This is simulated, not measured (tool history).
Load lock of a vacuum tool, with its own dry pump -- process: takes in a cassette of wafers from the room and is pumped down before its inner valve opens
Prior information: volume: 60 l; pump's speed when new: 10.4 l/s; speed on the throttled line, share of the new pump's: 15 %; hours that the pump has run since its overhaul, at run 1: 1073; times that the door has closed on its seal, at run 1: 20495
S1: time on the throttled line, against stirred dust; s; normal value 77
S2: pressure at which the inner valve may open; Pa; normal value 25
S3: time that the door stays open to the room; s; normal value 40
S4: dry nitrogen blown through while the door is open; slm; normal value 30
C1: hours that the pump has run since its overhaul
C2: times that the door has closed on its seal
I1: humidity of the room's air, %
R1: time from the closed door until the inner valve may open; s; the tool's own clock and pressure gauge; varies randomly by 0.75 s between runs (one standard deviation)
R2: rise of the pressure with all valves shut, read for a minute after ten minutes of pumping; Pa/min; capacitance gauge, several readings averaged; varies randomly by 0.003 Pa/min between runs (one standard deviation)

run	hour	S1	S2	S3	S4	C1	C2	I1	R1	R2
1	0	77	25	40	30	1073	20495	45.3	114.9	0.449
2	515.5	77	25	40	30	1588	22818	46.3	113.3	0.515
3	796.6	77	27	40	30	1869	24085	49	111.8	0.544
4	1192.5	77	25	40	30	2265	25870	46.3	112.9	0.609
5	1695.3	134	25	40	30	2768	28136	45.4	163.4	0.68
# hour 1782.4: door's seal changed, seat wiped
6	2159.4	134	25	40	30	3230	1700	45	163.7	0.046
7	2661.7	77	21	40	30	3733	3964	46.2	115.8	0.063
8	3036.7	77	25	40	4	4108	5654	46.8	114.6	0.114
9	3366	77	25	40	4	4437	7139	43.2	115.4	0.131
10	3960.9	77	23	40	26	5032	9820	46.3	115.8	0.146
11	4405.3	77	23	40	26	5476	11824	44.8	116.4	0.183
12	4905.8	123	26	40	26	5977	14080	43	155.2	0.218
13	5205	140	20	208	10	6276	15429	44.2	171	0.305
14	5649.4	65	25	40	7	6720	17432	42.7	105.5	0.318
15	6253.6	65	25	40	7	7325	20155	45.7	106.5	0.4
16	6616.9	69	23	40	30	7688	21793	45.7	110.2	0.427
17	7181.4	77	42	40	14	8252	24338	48.2	114.1	0.518
18	7709.3	52	29	153	12	8780	26718	46	96.2	0.625

Below are 5 alternative next runs, each starting from the tool's condition after run 18. Predict each:
# hour 8113.2: door's seal changed, seat wiped
A	8325.7	71	25	40	16	9395	958	45.2	?	?
# hour 8113.2: door's seal changed, seat wiped
B	8325.7	52	21	153	12	9395	958	44.7	?	?
# hour 8113.2: door's seal changed, seat wiped
C	8325.7	54	29	33	30	9395	958	48.5	?	?
# hour 8113.2: door's seal changed, seat wiped
D	8325.7	64	29	170	7	9395	958	44.6	?	?
# hour 8113.2: door's seal changed, seat wiped
E	8325.7	52	29	133	12	9395	958	43.7	?	?

run	R1	R2
A	113.6	0.047
B	97.8	0.075
C	97	0.036
D	104.1	0.09
E	95	0.072
The same runs, with their run-to-run variation unchanged, on a tool lacking any hidden condition would have given:
run	R1	R2
A	109.7	0.04
B	93.5	0.068
C	93	0.03
D	100.3	0.083
E	90.9	0.066

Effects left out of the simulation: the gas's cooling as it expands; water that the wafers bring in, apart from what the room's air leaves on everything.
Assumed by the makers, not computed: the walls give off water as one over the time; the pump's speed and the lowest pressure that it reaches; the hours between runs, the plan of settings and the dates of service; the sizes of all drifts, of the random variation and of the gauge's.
